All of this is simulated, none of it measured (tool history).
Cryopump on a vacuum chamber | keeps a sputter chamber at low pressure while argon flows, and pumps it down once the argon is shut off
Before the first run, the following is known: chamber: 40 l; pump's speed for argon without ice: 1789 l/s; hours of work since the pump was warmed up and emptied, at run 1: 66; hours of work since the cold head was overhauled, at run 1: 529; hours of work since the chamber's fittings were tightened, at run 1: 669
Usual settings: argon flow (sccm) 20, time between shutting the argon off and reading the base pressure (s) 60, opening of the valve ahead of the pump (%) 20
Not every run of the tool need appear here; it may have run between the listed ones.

run	hour	argon flow (sccm)	time between shutting the argon off and reading the base pressure (s)	opening of the valve ahead of the pump (%)	hours of work since the pump was warmed up and emptied	hours of work since the cold head was overhauled	hours of work since the chamber's fittings were tightened	pressure while argon flows (Pa)	pressure after the wait (uPa)
1	0	20	60	20	66	529	669	0.0951	2.31
2	29.9	20	60	20	87	550	690	0.0959	2.42
3	59.3	20	60	20	108	571	711	0.0958	2.43
4	110.6	20	60	20	145	608	747	0.0959	2.53
5	142.2	20	60	20	167	630	770	0.0952	2.45
6	178	20	60	20	193	656	795	0.097	2.59
7	218.9	20	60	31	222	685	825	0.0629	2.58
8	282.2	20	60	31	267	730	870	0.0631	2.75
9	349.6	20	60	16	315	778	918	0.1208	2.71
10	418.7	28	60	20	364	827	967	0.1352	2.83
11	486	20	60	57	412	875	1015	0.0368	3.02
12	530.5	20	60	57	444	907	1047	0.0379	3.17
# hour 550.3: pump warmed up, emptied and cooled again
13	588.9	20	60	57	28	945	1085	0.0344	2.89
14	636.5	20	258	20	61	979	1119	0.0957	1.91
15	700.3	18	77	22	107	1024	1164	0.0779	2.81
16	741.3	20	60	24	136	1053	1193	0.0796	3.09
17	793	23	120	36	173	1090	1230	0.0618	2.52
18	831.4	23	120	36	200	1118	1257	0.0625	2.59
19	866.2	15	101	32	225	1142	1282	0.0461	2.69
20	918.9	20	151	20	263	1180	1320	0.0966	2.62
# hour 928.3: leaking fittings of the chamber tightened, without venting
21	979	20	151	20	304	1221	36	0.0965	0.78
22	1027	20	151	20	338	1256	70	0.0984	0.82
23	1089.5	20	121	43	383	1300	115	0.047	1.06
24	1126	20	27	46	409	1326	141	0.0452	3.35
# hour 1195.2: pump warmed up, emptied and cooled again
25	1198.3	20	27	46	2	1374	189	0.0418	3.3

For each entry between runs, how does the tool's hidden state at the last listed run before it compare with that at the first listed run after it?
After run 12, before run 13: pump warmed up, emptied and cooled again (hour 550.3)
  pump's speed, % of a pump's without ice: 83.9 -> 98; cold plate's temperature, K: 12.9 -> 12.92; leak into the chamber, uPa l/s: 2612 -> 2699
  what was measured, less what the result would be without the hidden state, pressure while argon flows (Pa): +0.0041 -> +0.0007; pressure after the wait (uPa): +1.65 -> +1.41
After run 20, before run 21: leaking fittings of the chamber tightened, without venting (hour 928.3)
  pump's speed, % of a pump's without ice: 89.3 -> 87.9; cold plate's temperature, K: 13.03 -> 13.05; leak into the chamber, uPa l/s: 3211 -> 385
  what was measured, less what the result would be without the hidden state, pressure while argon flows (Pa): +0.0027 -> +0.0031; pressure after the wait (uPa): +1.92 -> +0.08
After run 24, before run 25: pump warmed up, emptied and cooled again (hour 1195.2)
  pump's speed, % of a pump's without ice: 84.1 -> 99.5; cold plate's temperature, K: 13.09 -> 13.11; leak into the chamber, uPa l/s: 616 -> 727
  what was measured, less what the result would be without the hidden state, pressure while argon flows (Pa): +0.0041 -> +0.0005; pressure after the wait (uPa): +0.25 -> +0.25
